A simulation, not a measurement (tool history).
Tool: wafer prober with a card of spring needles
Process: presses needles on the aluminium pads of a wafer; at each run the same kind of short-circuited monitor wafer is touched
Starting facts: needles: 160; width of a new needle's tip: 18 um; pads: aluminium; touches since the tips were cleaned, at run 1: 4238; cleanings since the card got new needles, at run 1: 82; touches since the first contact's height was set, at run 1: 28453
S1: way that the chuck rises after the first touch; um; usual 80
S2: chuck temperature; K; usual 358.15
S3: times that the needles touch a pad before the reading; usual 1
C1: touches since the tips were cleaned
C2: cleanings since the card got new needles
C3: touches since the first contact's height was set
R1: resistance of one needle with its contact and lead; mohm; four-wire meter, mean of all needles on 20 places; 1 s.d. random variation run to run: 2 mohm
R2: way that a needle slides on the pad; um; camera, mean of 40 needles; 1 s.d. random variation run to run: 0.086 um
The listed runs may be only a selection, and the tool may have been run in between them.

run 1 hour=0.0 | S1=80 S2=358.15 S3=1 | C1=4238 C2=82 C3=28453 | R1=301 R2=21.82
-- hour=7.7 tips cleaned on abrasive film
-- hour=23.9 tips cleaned on abrasive film
run 2 hour=27.8 | S1=80 S2=358.15 S3=1 | C1=2167 C2=84 C3=43821 | R1=280 R2=21.75
-- hour=40.5 tips cleaned on abrasive film
run 3 hour=49.5 | S1=80 S2=358.15 S3=1 | C1=5008 C2=85 C3=55847 | R1=329 R2=21.94
-- hour=56.1 tips cleaned on abrasive film
run 4 hour=69.0 | S1=80 S2=358.15 S3=1 | C1=7175 C2=86 C3=66641 | R1=334 R2=21.73
-- hour=72.7 tips cleaned on abrasive film
-- hour=87.6 tips cleaned on abrasive film
-- hour=103.4 tips cleaned on abrasive film
run 5 hour=103.4 | S1=80 S2=358.15 S3=1 | C1=0 C2=89 C3=85621 | R1=232 R2=21.75
-- hour=119.6 tips cleaned on abrasive film
run 6 hour=133.4 | S1=80 S2=358.15 S3=1 | C1=7686 C2=90 C3=102249 | R1=359 R2=21.74
-- hour=137.1 tips cleaned on abrasive film
-- hour=153.5 tips cleaned on abrasive film
run 7 hour=160.2 | S1=80 S2=358.15 S3=1 | C1=3732 C2=92 C3=117039 | R1=303 R2=21.84
-- hour=170.0 tips cleaned on abrasive film
-- hour=186.6 tips cleaned on abrasive film
run 8 hour=195.1 | S1=80 S2=358.15 S3=1 | C1=4722 C2=94 C3=136334 | R1=323 R2=21.66
-- hour=203.3 tips cleaned on abrasive film
-- hour=219.1 tips cleaned on abrasive film
-- hour=219.4 height of the first contact set anew
run 9 hour=231.2 | S1=80 S2=358.15 S3=1 | C1=6529 C2=96 C3=6529 | R1=332 R2=22.19
-- hour=234.5 tips cleaned on abrasive film
-- hour=250.0 tips cleaned on abrasive film
run 10 hour=252.0 | S1=80 S2=358.15 S3=1 | C1=1084 C2=98 C3=17987 | R1=266 R2=21.96
-- hour=264.6 tips cleaned on abrasive film
run 11 hour=271.1 | S1=80 S2=358.15 S3=1 | C1=3593 C2=99 C3=28582 | R1=305 R2=21.85
-- hour=279.3 tips cleaned on abrasive film
-- hour=294.2 tips cleaned on abrasive film
run 12 hour=295.0 | S1=80 S2=358.15 S3=1 | C1=445 C2=101 C3=41792 | R1=250 R2=21.83
-- hour=310.8 tips cleaned on abrasive film
run 13 hour=315.3 | S1=69 S2=358.15 S3=1 | C1=2472 C2=102 C3=53008 | R1=315 R2=18.80
-- hour=325.5 tips cleaned on abrasive film
-- hour=340.9 tips cleaned on abrasive film
-- hour=355.6 tips cleaned on abrasive film
run 14 hour=355.6 | S1=69 S2=358.15 S3=2 | C1=0 C2=105 C3=75296 | R1=244 R2=18.72
-- hour=372.5 tips cleaned on abrasive film
run 15 hour=376.2 | S1=69 S2=358.15 S3=2 | C1=2085 C2=106 C3=86714 | R1=282 R2=18.70
-- hour=390.5 tips cleaned on abrasive film
run 16 hour=401.7 | S1=71 S2=358.15 S3=1 | C1=6232 C2=107 C3=100850 | R1=369 R2=19.15
-- hour=407.7 tips cleaned on abrasive film
-- hour=424.4 tips cleaned on abrasive film
-- hour=440.0 tips cleaned on abrasive film
run 17 hour=442.3 | S1=71 S2=358.15 S3=1 | C1=1250 C2=110 C3=123233 | R1=276 R2=19.00
-- hour=454.8 tips cleaned on abrasive film
run 18 hour=460.5 | S1=94 S2=384.15 S3=2 | C1=3181 C2=111 C3=133340 | R1=265 R2=25.55
-- hour=471.1 tips cleaned on abrasive film
-- hour=488.4 tips cleaned on abrasive film
-- hour=488.7 height of the first contact set anew
run 19 hour=492.8 | S1=80 S2=342.15 S3=1 | C1=2305 C2=113 C3=2305 | R1=282 R2=22.06
-- hour=506.8 tips cleaned on abrasive film
-- hour=523.1 tips cleaned on abrasive film
run 20 hour=533.3 | S1=80 S2=342.15 S3=1 | C1=5652 C2=115 C3=24706 | R1=334 R2=21.94
-- hour=537.8 tips cleaned on abrasive film
-- hour=553.6 tips cleaned on abrasive film
run 21 hour=556.8 | S1=71 S2=377.15 S3=1 | C1=1784 C2=117 C3=37661 | R1=306 R2=19.32
-- hour=568.5 tips cleaned on abrasive film
-- hour=583.4 tips cleaned on abrasive film
run 22 hour=591.5 | S1=94 S2=304.15 S3=3 | C1=4490 C2=119 C3=56877 | R1=234 R2=25.63
-- hour=599.0 tips cleaned on abrasive film
-- hour=615.9 tips cleaned on abrasive film
run 23 hour=624.2 | S1=94 S2=304.15 S3=3 | C1=4627 C2=121 C3=74947 | R1=229 R2=25.65
-- hour=633.3 tips cleaned on abrasive film
-- hour=650.1 tips cleaned on abrasive film
run 24 hour=651.1 | S1=94 S2=304.15 S3=3 | C1=596 C2=123 C3=89833 | R1=214 R2=25.47
-- hour=665.8 tips cleaned on abrasive film
run 25 hour=670.3 | S1=94 S2=304.15 S3=3 | C1=2553 C2=124 C3=100473 | R1=226 R2=25.42
-- hour=681.9 tips cleaned on abrasive film
-- hour=699.8 tips cleaned on abrasive film
run 26 hour=704.0 | S1=94 S2=304.15 S3=3 | C1=2356 C2=126 C3=119085 | R1=225 R2=25.52
-- hour=716.6 tips cleaned on abrasive film
run 27 hour=729.0 | S1=80 S2=309.15 S3=1 | C1=6886 C2=127 C3=132954 | R1=344 R2=21.50
-- hour=731.9 tips cleaned on abrasive film
-- hour=747.2 tips cleaned on abrasive film
run 28 hour=753.8 | S1=80 S2=358.15 S3=1 | C1=3713 C2=129 C3=146653 | R1=318 R2=21.64
-- hour=759.9 height of the first contact set anew
-- hour=762.6 tips cleaned on abrasive film
run 29 hour=776.0 | S1=80 S2=370.15 S3=2 | C1=7441 C2=130 C3=8868 | R1=304 R2=21.81
-- hour=779.2 tips cleaned on abrasive film
-- hour=793.9 tips cleaned on abrasive film
run 30 hour=796.4 | S1=80 S2=328.15 S3=3 | C1=1366 C2=132 C3=20133 | R1=233 R2=21.90
-- hour=811.0 tips cleaned on abrasive film
-- hour=826.2 tips cleaned on abrasive film
run 31 hour=827.9 | S1=66 S2=358.15 S3=3 | C1=919 C2=134 C3=37548 | R1=255 R2=17.99
-- hour=841.0 tips cleaned on abrasive film
-- hour=856.6 tips cleaned on abrasive film
run 32 hour=865.1 | S1=66 S2=358.15 S3=3 | C1=4747 C2=136 C3=58150 | R1=290 R2=17.99

Describe how what the log doesn't record of the tool's condition differs between the last listed run preceding each entry between runs and the first listed run following it.
Between runs 1 and 2: tips cleaned on abrasive film (hour 7.7); tips cleaned on abrasive film (hour 23.9)
  debris on the tips, nm: 47.6 -> 33.2; way that the needles fall short of the set height, um: 0.31 -> 0.54; tips' diameter, um: 21.15 -> 21.23
  what was measured, less what the result would be without the hidden state, R1: +83 -> +61 mohm; R2: -0.09 -> -0.15 um
Between runs 2 and 3: tips cleaned on abrasive film (hour 40.5)
  debris on the tips, nm: 33.2 -> 61.1; way that the needles fall short of the set height, um: 0.54 -> 0.67; tips' diameter, um: 21.23 -> 21.27
  what was measured, less what the result would be without the hidden state, R1: +61 -> +109 mohm; R2: -0.15 -> -0.18 um
Between runs 3 and 4: tips cleaned on abrasive film (hour 56.1)
  debris on the tips, nm: 61.1 -> 65.8; way that the needles fall short of the set height, um: 0.67 -> 0.78; tips' diameter, um: 21.27 -> 21.31
  what was measured, less what the result would be without the hidden state, R1: +109 -> +117 mohm; R2: -0.18 -> -0.22 um
Between runs 4 and 5: tips cleaned on abrasive film (hour 72.7); tips cleaned on abrasive film (hour 87.6); tips cleaned on abrasive film (hour 103.4)
  debris on the tips, nm: 65.8 -> 5.8; way that the needles fall short of the set height, um: 0.78 -> 1.08; tips' diameter, um: 21.31 -> 21.42
  what was measured, less what the result would be without the hidden state, R1: +117 -> +15 mohm; R2: -0.22 -> -0.30 um
Between runs 5 and 6: tips cleaned on abrasive film (hour 119.6)
  debris on the tips, nm: 5.8 -> 72.3; way that the needles fall short of the set height, um: 1.08 -> 1.17; tips' diameter, um: 21.42 -> 21.45
  what was measured, less what the result would be without the hidden state, R1: +15 -> +135 mohm; R2: -0.30 -> -0.32 um
Between runs 6 and 7: tips cleaned on abrasive film (hour 137.1); tips cleaned on abrasive film (hour 153.5)
  debris on the tips, nm: 72.3 -> 46.9; way that the needles fall short of the set height, um: 1.17 -> 1.41; tips' diameter, um: 21.45 -> 21.53
  what was measured, less what the result would be without the hidden state, R1: +135 -> +87 mohm; R2: -0.32 -> -0.39 um
Between runs 7 and 8: tips cleaned on abrasive film (hour 170.0); tips cleaned on abrasive film (hour 186.6)
  debris on the tips, nm: 46.9 -> 54.5; way that the needles fall short of the set height, um: 1.41 -> 1.65; tips' diameter, um: 21.53 -> 21.62
  what was measured, less what the result would be without the hidden state, R1: +87 -> +104 mohm; R2: -0.39 -> -0.46 um
Between runs 8 and 9: tips cleaned on abrasive film (hour 203.3); tips cleaned on abrasive film (hour 219.1); height of the first contact set anew (hour 219.4)
  debris on the tips, nm: 54.5 -> 61.5; way that the needles fall short of the set height, um: 1.65 -> 0; tips' diameter, um: 21.62 -> 21.68
  what was measured, less what the result would be without the hidden state, R1: +104 -> +112 mohm; R2: -0.46 -> +0.00 um
Between runs 9 and 10: tips cleaned on abrasive film (hour 234.5); tips cleaned on abrasive film (hour 250.0)
  debris on the tips, nm: 61.5 -> 23.9; way that the needles fall short of the set height, um: 0 -> 0.17; tips' diameter, um: 21.68 -> 21.74
  what was measured, less what the result would be without the hidden state, R1: +112 -> +47 mohm; R2: +0.00 -> -0.05 um
Between runs 10 and 11: tips cleaned on abrasive film (hour 264.6)
  debris on the tips, nm: 23.9 -> 44.5; way that the needles fall short of the set height, um: 0.17 -> 0.27; tips' diameter, um: 21.74 -> 21.78
  what was measured, less what the result would be without the hidden state, R1: +47 -> +85 mohm; R2: -0.05 -> -0.07 um
Between runs 11 and 12: tips cleaned on abrasive film (hour 279.3); tips cleaned on abrasive film (hour 294.2)
  debris on the tips, nm: 44.5 -> 15.4; way that the needles fall short of the set height, um: 0.27 -> 0.49; tips' diameter, um: 21.78 -> 21.85
  what was measured, less what the result would be without the hidden state, R1: +85 -> +32 mohm; R2: -0.07 -> -0.14 um
Between runs 12 and 13: tips cleaned on abrasive film (hour 310.8)
  debris on the tips, nm: 15.4 -> 35.7; way that the needles fall short of the set height, um: 0.49 -> 0.61; tips' diameter, um: 21.85 -> 21.9
  what was measured, less what the result would be without the hidden state, R1: +32 -> +91 mohm; R2: -0.14 -> -0.17 um
Between runs 13 and 14: tips cleaned on abrasive film (hour 325.5); tips cleaned on abrasive film (hour 340.9); tips cleaned on abrasive film (hour 355.6)
  debris on the tips, nm: 35.7 -> 7.7; way that the needles fall short of the set height, um: 0.61 -> 0.95; tips' diameter, um: 21.9 -> 22.01
  what was measured, less what the result would be without the hidden state, R1: +91 -> +18 mohm; R2: -0.17 -> -0.26 um
Between runs 14 and 15: tips cleaned on abrasive film (hour 372.5)
  debris on the tips, nm: 7.7 -> 36.6; way that the needles fall short of the set height, um: 0.95 -> 1.04; tips' diameter, um: 22.01 -> 22.05
  what was measured, less what the result would be without the hidden state, R1: +18 -> +60 mohm; R2: -0.26 -> -0.28 um
Between runs 15 and 16: tips cleaned on abrasive film (hour 390.5)
  debris on the tips, nm: 36.6 -> 60.7; way that the needles fall short of the set height, um: 1.04 -> 1.14; tips' diameter, um: 22.05 -> 22.08
  what was measured, less what the result would be without the hidden state, R1: +60 -> +148 mohm; R2: -0.28 -> -0.31 um
Between runs 16 and 17: tips cleaned on abrasive film (hour 407.7); tips cleaned on abrasive film (hour 424.4); tips cleaned on abrasive film (hour 440.0)
  debris on the tips, nm: 60.7 -> 19.6; way that the needles fall short of the set height, um: 1.14 -> 1.51; tips' diameter, um: 22.08 -> 22.21
  what was measured, less what the result would be without the hidden state, R1: +148 -> +54 mohm; R2: -0.31 -> -0.41 um
Between runs 17 and 18: tips cleaned on abrasive film (hour 454.8)
  debris on the tips, nm: 19.6 -> 45.2; way that the needles fall short of the set height, um: 1.51 -> 1.64; tips' diameter, um: 22.21 -> 22.26
  what was measured, less what the result would be without the hidden state, R1: +54 -> +42 mohm; R2: -0.41 -> -0.45 um
Between runs 18 and 19: tips cleaned on abrasive film (hour 471.1); tips cleaned on abrasive film (hour 488.4); height of the first contact set anew (hour 488.7)
  debris on the tips, nm: 45.2 -> 32.4; way that the needles fall short of the set height, um: 1.64 -> 0; tips' diameter, um: 22.26 -> 22.34
  what was measured, less what the result would be without the hidden state, R1: +42 -> +67 mohm; R2: -0.45 -> +0.00 um
Between runs 19 and 20: tips cleaned on abrasive film (hour 506.8); tips cleaned on abrasive film (hour 523.1)
  debris on the tips, nm: 32.4 -> 59.1; way that the needles fall short of the set height, um: 0 -> 0.21; tips' diameter, um: 22.34 -> 22.41
  what was measured, less what the result would be without the hidden state, R1: +67 -> +118 mohm; R2: +0.00 -> -0.05 um
Between runs 20 and 21: tips cleaned on abrasive film (hour 537.8); tips cleaned on abrasive film (hour 553.6)
  debris on the tips, nm: 59.1 -> 30; way that the needles fall short of the set height, um: 0.21 -> 0.44; tips' diameter, um: 22.41 -> 22.5
  what was measured, less what the result would be without the hidden state, R1: +118 -> +76 mohm; R2: -0.05 -> -0.12 um
Between runs 21 and 22: tips cleaned on abrasive film (hour 568.5); tips cleaned on abrasive film (hour 583.4)
  debris on the tips, nm: 30 -> 51.2; way that the needles fall short of the set height, um: 0.44 -> 0.64; tips' diameter, um: 22.5 -> 22.56
  what was measured, less what the result would be without the hidden state, R1: +76 -> +32 mohm; R2: -0.12 -> -0.17 um
Between runs 22 and 23: tips cleaned on abrasive film (hour 599.0); tips cleaned on abrasive film (hour 615.9)
  debris on the tips, nm: 51.2 -> 51.9; way that the needles fall short of the set height, um: 0.64 -> 0.83; tips' diameter, um: 22.56 -> 22.63
  what was measured, less what the result would be without the hidden state, R1: +32 -> +32 mohm; R2: -0.17 -> -0.23 um
Between runs 23 and 24: tips cleaned on abrasive film (hour 633.3); tips cleaned on abrasive film (hour 650.1)
  debris on the tips, nm: 51.9 -> 13.8; way that the needles fall short of the set height, um: 0.83 -> 1.01; tips' diameter, um: 22.63 -> 22.69
  what was measured, less what the result would be without the hidden state, R1: +32 -> +12 mohm; R2: -0.23 -> -0.28 um
Between runs 24 and 25: tips cleaned on abrasive film (hour 665.8)
  debris on the tips, nm: 13.8 -> 38.8; way that the needles fall short of the set height, um: 1.01 -> 1.12; tips' diameter, um: 22.69 -> 22.73
  what was measured, less what the result would be without the hidden state, R1: +12 -> +26 mohm; R2: -0.28 -> -0.31 um
Between runs 25 and 26: tips cleaned on abrasive film (hour 681.9); tips cleaned on abrasive film (hour 699.8)
  debris on the tips, nm: 38.8 -> 36.3; way that the needles fall short of the set height, um: 1.12 -> 1.33; tips' diameter, um: 22.73 -> 22.81
  what was measured, less what the result would be without the hidden state, R1: +26 -> +26 mohm; R2: -0.31 -> -0.37 um
Between runs 26 and 27: tips cleaned on abrasive film (hour 716.6)
  debris on the tips, nm: 36.3 -> 61.4; way that the needles fall short of the set height, um: 1.33 -> 1.4; tips' diameter, um: 22.81 -> 22.83
  what was measured, less what the result would be without the hidden state, R1: +26 -> +138 mohm; R2: -0.37 -> -0.38 um
Between runs 27 and 28: tips cleaned on abrasive film (hour 731.9); tips cleaned on abrasive film (hour 747.2)
  debris on the tips, nm: 61.4 -> 45.5; way that the needles fall short of the set height, um: 1.4 -> 1.6; tips' diameter, um: 22.83 -> 22.9
  what was measured, less what the result would be without the hidden state, R1: +138 -> +98 mohm; R2: -0.38 -> -0.44 um
Between runs 28 and 29: height of the first contact set anew (hour 759.9); tips cleaned on abrasive film (hour 762.6)
  debris on the tips, nm: 45.5 -> 66.8; way that the needles fall short of the set height, um: 1.6 -> 0.13; tips' diameter, um: 22.9 -> 22.95
  what was measured, less what the result would be without the hidden state, R1: +98 -> +83 mohm; R2: -0.44 -> -0.03 um
Between runs 29 and 30: tips cleaned on abrasive film (hour 779.2); tips cleaned on abrasive film (hour 793.9)
  debris on the tips, nm: 66.8 -> 24; way that the needles fall short of the set height, um: 0.13 -> 0.37; tips' diameter, um: 22.95 -> 23.03
  what was measured, less what the result would be without the hidden state, R1: +83 -> +23 mohm; R2: -0.03 -> -0.11 um
Between runs 30 and 31: tips cleaned on abrasive film (hour 811.0); tips cleaned on abrasive film (hour 826.2)
  debris on the tips, nm: 24 -> 18.3; way that the needles fall short of the set height, um: 0.37 -> 0.63; tips' diameter, um: 23.03 -> 23.12
  what was measured, less what the result would be without the hidden state, R1: +23 -> +28 mohm; R2: -0.11 -> -0.17 um
Between runs 31 and 32: tips cleaned on abrasive film (hour 841.0); tips cleaned on abrasive film (hour 856.6)
  debris on the tips, nm: 18.3 -> 56.5; way that the needles fall short of the set height, um: 0.63 -> 0.88; tips' diameter, um: 23.12 -> 23.21
  what was measured, less what the result would be without the hidden state, R1: +28 -> +68 mohm; R2: -0.17 -> -0.24 um

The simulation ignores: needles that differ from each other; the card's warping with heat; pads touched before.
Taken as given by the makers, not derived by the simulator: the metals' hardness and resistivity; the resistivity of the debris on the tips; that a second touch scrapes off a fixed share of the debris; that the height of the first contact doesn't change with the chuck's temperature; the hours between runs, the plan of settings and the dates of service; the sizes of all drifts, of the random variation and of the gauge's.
